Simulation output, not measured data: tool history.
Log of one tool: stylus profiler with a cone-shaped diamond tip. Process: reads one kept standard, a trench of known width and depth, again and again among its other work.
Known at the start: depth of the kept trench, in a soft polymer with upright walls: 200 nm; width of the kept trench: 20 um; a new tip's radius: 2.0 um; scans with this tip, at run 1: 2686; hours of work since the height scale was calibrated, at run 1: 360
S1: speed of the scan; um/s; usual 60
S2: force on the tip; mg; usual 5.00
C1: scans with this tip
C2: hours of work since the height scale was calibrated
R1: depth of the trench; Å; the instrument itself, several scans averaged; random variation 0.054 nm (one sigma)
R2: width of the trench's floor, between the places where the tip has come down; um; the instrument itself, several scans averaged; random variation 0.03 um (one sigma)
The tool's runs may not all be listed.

run 1 day=0.000 | S1=60 S2=5.00 | C1=2686 C2=360 | R1=2029.2 R2=18.06
run 2 day=0.696 | S1=60 S2=3.80 | C1=2757 C2=370 | R1=2023.3 R2=17.94
run 3 day=1.888 | S1=60 S2=3.80 | C1=2879 C2=386 | R1=2023.0 R2=18.03
run 4 day=2.808 | S1=60 S2=3.80 | C1=2973 C2=398 | R1=2022.8 R2=17.99
run 5 day=3.525 | S1=60 S2=3.80 | C1=3046 C2=408 | R1=2023.3 R2=18.05
run 6 day=4.775 | S1=60 S2=3.80 | C1=3174 C2=425 | R1=2023.4 R2=18.02
run 7 day=6.133 | S1=60 S2=3.80 | C1=3312 C2=444 | R1=2023.5 R2=17.93
run 8 day=7.712 | S1=60 S2=7.41 | C1=3473 C2=466 | R1=2037.5 R2=18.10
run 9 day=8.933 | S1=60 S2=7.41 | C1=3598 C2=482 | R1=2036.5 R2=18.04
run 10 day=9.658 | S1=60 S2=3.43 | C1=3672 C2=492 | R1=2022.1 R2=18.03
run 11 day=10.492 | S1=27 S2=5.92 | C1=3757 C2=504 | R1=2031.8 R2=18.18
run 12 day=11.217 | S1=27 S2=5.92 | C1=3831 C2=513 | R1=2032.0 R2=18.16
run 13 day=11.900 | S1=27 S2=5.92 | C1=3901 C2=523 | R1=2032.0 R2=18.14

The next listed run, before its measurement:
run 14 day=12.904 | S1=103 S2=5.56 | C1=4004 C2=537 | R1=? R2=?

{"run 14": {"R1": 2030.6, "R2": 17.86}}
Without the tool's hidden state the same run would have given R1 2030.6 Å, R2 17.86 um.
